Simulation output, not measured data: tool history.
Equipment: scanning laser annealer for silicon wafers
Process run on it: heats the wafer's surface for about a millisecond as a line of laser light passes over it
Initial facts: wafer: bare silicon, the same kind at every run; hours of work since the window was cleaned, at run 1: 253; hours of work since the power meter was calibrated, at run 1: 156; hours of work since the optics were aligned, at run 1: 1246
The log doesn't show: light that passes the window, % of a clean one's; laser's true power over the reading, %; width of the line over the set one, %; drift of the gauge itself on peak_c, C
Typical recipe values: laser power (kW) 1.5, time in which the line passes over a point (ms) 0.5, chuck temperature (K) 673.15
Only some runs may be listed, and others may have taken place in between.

run	hour	laser power (kW)	time in which the line passes over a point (ms)	chuck temperature (K)	hours of work since the window was cleaned	hours of work since the power meter was calibrated	hours of work since the optics were aligned	highest temperature of the surface (K)
1	0	1.5	0.5	673.15	253	156	1246	1349.15
2	11.3	1.5	0.5	673.15	262	164	1254	1352.15
3	24.6	1.5	0.5	673.15	271	174	1264	1350.15
4	33.4	1.5	0.5	653.15	277	180	1270	1327.15
5	49	1.36	0.5	653.15	289	191	1281	1245.15
6	63.3	1.36	0.5	653.15	299	201	1292	1243.15
7	80.1	1.36	0.5	653.15	311	214	1304	1243.15
8	93.1	1.36	0.5	653.15	321	223	1313	1246.15
9	104.3	1.36	0.5	653.15	329	231	1321	1243.15
10	118	1.36	0.5	653.15	339	241	1331	1242.15
11	134.7	1.5	0.5	673.15	351	253	1343	1344.15
12	151.5	1.5	0.5	673.15	363	265	1355	1340.15
13	164.2	1.5	0.5	673.15	372	274	1365	1339.15
14	180.2	1.5	0.5	673.15	384	286	1376	1338.15
15	187.8	1.5	0.5	673.15	389	291	1382	1338.15
16	198.8	1.5	0.5	673.15	397	299	1390	1339.15
17	211.6	1.5	0.5	693.15	406	309	1399	1357.15
18	219.6	1.5	0.5	693.15	412	314	1405	1357.15
19	228.3	1.5	0.5	693.15	418	321	1411	1357.15
20	239.9	1.5	0.5	693.15	427	329	1419	1358.15
21	247	1.433	0.59	658.15	432	334	1424	1331.15
22	254.1	1.5	0.453	706.15	437	339	1429	1341.15
23	265.6	1.5	0.453	706.15	445	348	1438	1337.15
24	275.6	1.5	0.453	706.15	453	355	1445	1337.15
25	287.4	1.5	0.453	706.15	461	363	1454	1339.15
26	296.5	1.5	0.453	661.15	468	370	1460	1291.15
27	310	1.306	0.414	673.15	477	380	1470	1175.15
28	320.9	1.311	0.5	661.15	485	388	1478	1215.15
# hour 336.1: optics aligned, line set to its width
29	336.1	1.278	0.461	661.15	493	395	0	1187.15
30	349.8	1.278	0.461	661.15	503	405	10	1189.15
31	358.5	1.544	0.5	673.15	509	411	16	1370.15
32	375.1	1.5	0.5	685.15	521	423	28	1356.15
# hour 384: window over the wafer cleaned
33	393	1.5	0.5	685.15	7	435	40	1400.15
34	400.2	1.502	0.414	673.15	12	440	45	1326.15
35	407.9	1.398	0.46	706.15	17	445	50	1332.15
36	418.8	1.532	0.542	706.15	25	453	58	1463.15
37	433	1.532	0.542	706.15	35	464	69	1460.15
38	448.9	1.5	0.542	683.15	47	475	80	1419.15
39	458.3	1.5	0.433	676.15	54	482	87	1341.15
40	465.2	1.414	0.433	676.15	59	487	92	1291.15

Table of differences, measured result less the result of that run with no hidden state. Run-to-run variation is the same in both. Gauge scatter possibly is not:
run	highest temperature of the surface (K)
1	-36
2	-36
3	-37
4	-37
5	-34
6	-34
7	-36
8	-37
9	-37
10	-38
11	-44
12	-46
13	-45
14	-47
15	-48
16	-48
17	-49
18	-49
19	-50
20	-51
21	-52
22	-49
23	-49
24	-50
25	-51
26	-52
27	-42
28	-47
29	-31
30	-31
31	-42
32	-41
33	-1
34	-2
35	-3
36	-4
37	-5
38	-5
39	-5
40	-6

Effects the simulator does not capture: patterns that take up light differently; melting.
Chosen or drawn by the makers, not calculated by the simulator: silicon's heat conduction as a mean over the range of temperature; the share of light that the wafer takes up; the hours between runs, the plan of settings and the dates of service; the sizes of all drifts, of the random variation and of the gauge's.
